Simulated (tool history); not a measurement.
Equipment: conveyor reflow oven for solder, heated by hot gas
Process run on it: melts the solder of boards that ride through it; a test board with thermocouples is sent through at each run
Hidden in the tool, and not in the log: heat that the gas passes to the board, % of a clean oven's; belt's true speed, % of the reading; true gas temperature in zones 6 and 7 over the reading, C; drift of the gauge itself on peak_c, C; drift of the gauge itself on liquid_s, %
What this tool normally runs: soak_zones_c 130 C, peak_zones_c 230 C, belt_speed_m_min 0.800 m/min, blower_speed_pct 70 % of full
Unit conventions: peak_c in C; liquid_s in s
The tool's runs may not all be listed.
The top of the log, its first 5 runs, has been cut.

| run | hour | soak_zones_c | peak_zones_c | belt_speed_m_min | blower_speed_pct | hours of work since the flux was cleaned out | hours of work since the belt drive was overhauled | hours of work since the thermocouples were changed | peak_c | liquid_s |
|---|---|---|---|---|---|---|---|---|---|---|
| 6 | 45.6 | 130 | 230 | 0.800 | 70 | 71 | 277 | 368 | 207.4 | 30.2 |
| 7 | 53.9 | 130 | 230 | 0.800 | 70 | 78 | 284 | 375 | 206.6 | 29.8 |
| 8 | 66.6 | 130 | 230 | 0.800 | 70 | 88 | 294 | 385 | 207.3 | 29.9 |
| 9 | 78.1 | 130 | 230 | 0.800 | 70 | 97 | 303 | 394 | 207.2 | 30.0 |
| 10 | 89.4 | 130 | 230 | 0.800 | 70 | 106 | 312 | 403 | 207.3 | 30.8 |
| 11 | 104.0 | 130 | 230 | 0.800 | 70 | 117 | 323 | 414 | 207.0 | 30.4 |
| 12 | 116.0 | 130 | 230 | 0.800 | 70 | 127 | 333 | 424 | 207.6 | 30.0 |
| 13 | 128.8 | 130 | 230 | 0.800 | 70 | 137 | 343 | 434 | 206.5 | 30.2 |
| 14 | 137.5 | 130 | 230 | 0.683 | 70 | 144 | 350 | 441 | 212.7 | 41.1 |
| 15 | 144.0 | 130 | 230 | 0.683 | 70 | 149 | 355 | 446 | 214.2 | 40.6 |
| 16 | 155.1 | 130 | 230 | 0.683 | 70 | 158 | 363 | 455 | 213.9 | 40.6 |
| 17 | 161.8 | 141 | 231 | 0.842 | 77 | 163 | 369 | 460 | 210.7 | 33.3 |
|  | 166.6 | belt drive overhauled, speed set with a stopwatch |
|  | 175.7 | flux residue cleaned out of gas plates and filters |
| 18 | 180.9 | 141 | 222 | 0.842 | 63 | 4 | 7 | 468 | 200.3 | 24.8 |
| 19 | 187.9 | 130 | 241 | 0.806 | 76 | 10 | 13 | 473 | 218.9 | 37.3 |
| 20 | 200.9 | 122 | 230 | 0.940 | 53 | 20 | 23 | 484 | 190.9 | 10.1 |
| 21 | 213.2 | 122 | 230 | 0.940 | 53 | 30 | 33 | 493 | 191.6 | 10.0 |
|  | 225.3 | belt drive overhauled, speed set with a stopwatch, once more |
| 22 | 230.3 | 122 | 230 | 0.940 | 53 | 40 | 4 | 504 | 190.7 | 9.6 |
| 23 | 241.3 | 130 | 229 | 0.748 | 59 | 49 | 13 | 512 | 205.4 | 30.6 |
| 24 | 251.9 | 130 | 229 | 0.748 | 59 | 57 | 21 | 521 | 205.5 | 31.4 |
| 25 | 262.1 | 127 | 235 | 0.826 | 72 | 65 | 29 | 529 | 210.6 | 31.7 |
| 26 | 270.9 | 137 | 230 | 0.800 | 86 | 72 | 36 | 536 | 214.5 | 37.9 |
| 27 | 282.1 | 137 | 230 | 0.800 | 86 | 81 | 45 | 545 | 214.3 | 36.6 |
| 28 | 291.3 | 137 | 230 | 0.800 | 86 | 88 | 52 | 552 | 214.1 | 36.9 |
| 29 | 302.8 | 137 | 230 | 0.800 | 86 | 97 | 61 | 561 | 213.5 | 37.0 |
| 30 | 310.0 | 137 | 230 | 0.800 | 86 | 103 | 67 | 567 | 213.9 | 37.3 |

Here are 3 independent what-if runs from the current tool condition. What would each one return?
| A | 319.7 | 130 | 218 | 0.800 | 70 | 110 | 74 | 574 | ? | ? |
| B | 319.7 | 129 | 242 | 0.783 | 86 | 110 | 74 | 574 | ? | ? |
| C | 319.7 | 132 | 230 | 0.800 | 68 | 110 | 74 | 574 | ? | ? |

| run | peak_c | liquid_s |
|---|---|---|
| A | 199.0 | 22.7 |
| B | 222.9 | 40.7 |
| C | 207.7 | 31.0 |
Had the tool no hidden state, the same runs would have come out as:
| run | peak_c | liquid_s |
|---|---|---|
| A | 197.9 | 21.8 |
| B | 221.9 | 40.3 |
| C | 206.7 | 30.4 |
